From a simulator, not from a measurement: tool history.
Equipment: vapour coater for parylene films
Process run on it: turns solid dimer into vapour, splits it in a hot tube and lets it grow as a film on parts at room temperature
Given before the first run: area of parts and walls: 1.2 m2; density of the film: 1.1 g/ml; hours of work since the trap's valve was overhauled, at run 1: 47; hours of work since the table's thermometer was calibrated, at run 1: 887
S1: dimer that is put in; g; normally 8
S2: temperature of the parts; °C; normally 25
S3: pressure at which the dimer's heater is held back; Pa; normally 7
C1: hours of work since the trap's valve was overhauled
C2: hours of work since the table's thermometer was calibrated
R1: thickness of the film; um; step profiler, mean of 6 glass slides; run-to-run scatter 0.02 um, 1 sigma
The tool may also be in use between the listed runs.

| run | hour | S1 | S2 | S3 | C1 | C2 | R1 |
|---|---|---|---|---|---|---|---|
| 1 | 0 | 8 | 25 | 7 | 47 | 887 | 2.86 |
| 2 | 35.8 | 8 | 25 | 2.75 | 75 | 915 | 3.03 |
| 3 | 107.8 | 3 | 25 | 7 | 132 | 973 | 1.05 |
| 4 | 172.6 | 3 | 25 | 7 | 184 | 1024 | 1.05 |
| 5 | 238.2 | 8 | 25 | 7 | 236 | 1076 | 2.74 |
| 6 | 291.2 | 3 | 25 | 7 | 278 | 1118 | 0.99 |
| 7 | 334.9 | 8 | 37 | 7 | 313 | 1153 | 1.63 |
| 8 | 401 | 8 | 37 | 7 | 366 | 1206 | 1.58 |
| 9 | 444.9 | 8 | 25 | 9.85 | 401 | 1241 | 2.56 |
| 10 | 484.1 | 8 | 25 | 9.85 | 432 | 1272 | 2.56 |
|  | 521.7 | table's thermometer calibrated |
| 11 | 549.8 | 8 | 25 | 9.85 | 483 | 22 | 2.65 |
| 12 | 584.6 | 8 | 25 | 9.85 | 511 | 50 | 2.61 |
| 13 | 641.6 | 5 | 25 | 9.85 | 556 | 95 | 1.61 |
| 14 | 695 | 5 | 25 | 9.85 | 599 | 138 | 1.6 |
| 15 | 752.1 | 5 | 25 | 9.85 | 644 | 183 | 1.55 |
|  | 762.5 | trap's valve overhauled |
| 16 | 805.2 | 12 | 25 | 7 | 34 | 222 | 4.4 |
| 17 | 848 | 12 | 25 | 2.46 | 68 | 256 | 4.67 |
| 18 | 901.4 | 12 | 25 | 2.46 | 110 | 299 | 4.62 |
| 19 | 955.4 | 8 | 25 | 7 | 153 | 342 | 2.89 |
| 20 | 998.4 | 8 | 35 | 7 | 188 | 376 | 1.86 |
| 21 | 1029.8 | 8 | 25 | 2.16 | 213 | 401 | 3.08 |
| 22 | 1082 | 9 | 25 | 7 | 254 | 443 | 3.14 |
| 23 | 1114.6 | 9 | 25 | 7 | 280 | 468 | 3.13 |
| 24 | 1175.2 | 8 | 25 | 7 | 328 | 517 | 2.74 |
| 25 | 1218.1 | 5 | 33 | 4.56 | 362 | 551 | 1.27 |
| 26 | 1267 | 7 | 28 | 2.21 | 401 | 590 | 2.27 |
| 27 | 1330 | 7 | 28 | 2.21 | 451 | 640 | 2.24 |
| 28 | 1361.8 | 7 | 28 | 2.21 | 477 | 665 | 2.24 |
| 29 | 1414.2 | 6 | 25 | 6.77 | 518 | 707 | 2 |
| 30 | 1461.1 | 4 | 20 | 7 | 556 | 744 | 1.6 |
| 31 | 1500.9 | 8 | 20 | 7 | 587 | 776 | 3.2 |
| 32 | 1558.7 | 3 | 37 | 3.02 | 633 | 822 | 0.62 |
|  | 1582.8 | trap's valve overhauled |
| 33 | 1605.9 | 5 | 29 | 4.66 | 18 | 856 | 1.6 |
| 34 | 1654.4 | 9 | 29 | 4.66 | 57 | 895 | 2.8 |
| 35 | 1701.8 | 13 | 22 | 3.59 | 95 | 932 | 5.52 |
| 36 | 1740 | 5 | 25 | 7 | 125 | 963 | 1.79 |
| 37 | 1776.5 | 5 | 18 | 5.06 | 154 | 992 | 2.42 |
| 38 | 1847.9 | 9 | 25 | 3.09 | 211 | 1049 | 3.33 |
| 39 | 1888.9 | 6 | 17 | 11.22 | 244 | 1081 | 2.84 |
| 40 | 1940 | 6 | 17 | 11.22 | 284 | 1122 | 2.83 |
| 41 | 1981.8 | 5 | 33 | 11.22 | 317 | 1155 | 1.19 |
| 42 | 2048.4 | 3 | 33 | 7 | 370 | 1208 | 0.72 |
| 43 | 2112.4 | 3 | 36 | 7.98 | 421 | 1259 | 0.62 |
|  | 2169.3 | table's thermometer calibrated |
| 44 | 2172.3 | 11 | 36 | 7 | 468 | 2 | 2.34 |
| 45 | 2213.1 | 4 | 20 | 3.49 | 501 | 35 | 1.73 |

Forecast run 46:
| 46 | 2266.8 | 4 | 20 | 3.49 | 543 | 78 | ? |

{"run 46": {"R1": 1.71}}
Take away the tool's hidden state, keep the run-to-run variation as it was, and the same run would have given R1 1.93 um.
